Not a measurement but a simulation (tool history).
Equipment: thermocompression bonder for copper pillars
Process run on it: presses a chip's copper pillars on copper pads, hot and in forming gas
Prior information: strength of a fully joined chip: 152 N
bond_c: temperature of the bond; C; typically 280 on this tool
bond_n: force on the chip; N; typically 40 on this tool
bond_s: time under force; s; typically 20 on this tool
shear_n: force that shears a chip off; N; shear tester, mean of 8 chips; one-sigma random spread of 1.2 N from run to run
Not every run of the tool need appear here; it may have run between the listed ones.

run 1 hour=0 | bond_c=280 bond_n=40 bond_s=20 | shear_n=106.4
run 2 hour=28.4 | bond_c=280 bond_n=40 bond_s=20 | shear_n=106.4
run 3 hour=46.2 | bond_c=280 bond_n=40 bond_s=20 | shear_n=105.2
run 4 hour=66.3 | bond_c=280 bond_n=40 bond_s=20 | shear_n=103.8
run 5 hour=88.9 | bond_c=280 bond_n=40 bond_s=20 | shear_n=103.9
run 6 hour=129.5 | bond_c=280 bond_n=40 bond_s=37 | shear_n=119.7
run 7 hour=160.3 | bond_c=305 bond_n=40 bond_s=37 | shear_n=130.9
run 8 hour=188.7 | bond_c=280 bond_n=40 bond_s=20 | shear_n=102
-- hour=209.3 forming gas filter changed
run 9 hour=212.8 | bond_c=280 bond_n=40 bond_s=46 | shear_n=128.4
run 10 hour=230.3 | bond_c=280 bond_n=40 bond_s=46 | shear_n=128.8
run 11 hour=249.8 | bond_c=280 bond_n=40 bond_s=20 | shear_n=106.8
run 12 hour=283.5 | bond_c=280 bond_n=40 bond_s=20 | shear_n=105.5
run 13 hour=312.1 | bond_c=280 bond_n=40 bond_s=20 | shear_n=103.5
-- hour=316.5 force cell calibrated
run 14 hour=331.3 | bond_c=280 bond_n=40 bond_s=20 | shear_n=101.3
run 15 hour=361.2 | bond_c=299 bond_n=40 bond_s=20 | shear_n=115.1
run 16 hour=404.1 | bond_c=299 bond_n=40 bond_s=20 | shear_n=114.2
run 17 hour=441.7 | bond_c=299 bond_n=40 bond_s=20 | shear_n=111.5
-- hour=468.4 forming gas filter changed
run 18 hour=475.3 | bond_c=299 bond_n=40 bond_s=20 | shear_n=121.4
-- hour=505.5 force cell calibrated, once more
run 19 hour=512.7 | bond_c=280 bond_n=57 bond_s=20 | shear_n=117.5
run 20 hour=553.6 | bond_c=286 bond_n=40 bond_s=20 | shear_n=111.1
run 21 hour=574.8 | bond_c=286 bond_n=40 bond_s=20 | shear_n=108.4
run 22 hour=617.6 | bond_c=301 bond_n=45 bond_s=12 | shear_n=109
run 23 hour=636.5 | bond_c=291 bond_n=55 bond_s=15 | shear_n=114
run 24 hour=672.3 | bond_c=259 bond_n=36 bond_s=45 | shear_n=102.7
run 25 hour=693 | bond_c=280 bond_n=48 bond_s=24 | shear_n=111.3
run 26 hour=712.7 | bond_c=269 bond_n=48 bond_s=16 | shear_n=90.9
-- hour=728 forming gas filter changed
run 27 hour=743.9 | bond_c=253 bond_n=42 bond_s=45 | shear_n=107
run 28 hour=783.7 | bond_c=253 bond_n=42 bond_s=45 | shear_n=105.6
run 29 hour=802.7 | bond_c=253 bond_n=42 bond_s=45 | shear_n=105.1
run 30 hour=840 | bond_c=253 bond_n=42 bond_s=45 | shear_n=104.8
run 31 hour=870.9 | bond_c=280 bond_n=33 bond_s=20 | shear_n=95.6
run 32 hour=897.7 | bond_c=266 bond_n=55 bond_s=20 | shear_n=101
run 33 hour=930.4 | bond_c=283 bond_n=55 bond_s=31 | shear_n=122.5
run 34 hour=951.1 | bond_c=280 bond_n=40 bond_s=13 | shear_n=86.9
-- hour=986.6 forming gas filter changed
run 35 hour=991.6 | bond_c=280 bond_n=40 bond_s=13 | shear_n=95.1
run 36 hour=1024.9 | bond_c=284 bond_n=40 bond_s=14 | shear_n=97.6
run 37 hour=1045.9 | bond_c=284 bond_n=40 bond_s=14 | shear_n=94.6
run 38 hour=1085.9 | bond_c=284 bond_n=30 bond_s=14 | shear_n=85.2
run 39 hour=1104.5 | bond_c=280 bond_n=51 bond_s=20 | shear_n=112.6

Branching from run 39: 3 alternative next runs. What would each branch give?
run A hour=1123.4 | bond_c=298 bond_n=30 bond_s=12 | shear_n=?
run B hour=1123.4 | bond_c=264 bond_n=29 bond_s=51 | shear_n=?
run C hour=1123.4 | bond_c=282 bond_n=29 bond_s=20 | shear_n=?

run=A shear_n=92
run=B shear_n=101.9
run=C shear_n=92.5
With no hidden state in the tool, these same runs would have given:
run=A shear_n=102.9
run=B shear_n=113.9
run=C shear_n=104.1

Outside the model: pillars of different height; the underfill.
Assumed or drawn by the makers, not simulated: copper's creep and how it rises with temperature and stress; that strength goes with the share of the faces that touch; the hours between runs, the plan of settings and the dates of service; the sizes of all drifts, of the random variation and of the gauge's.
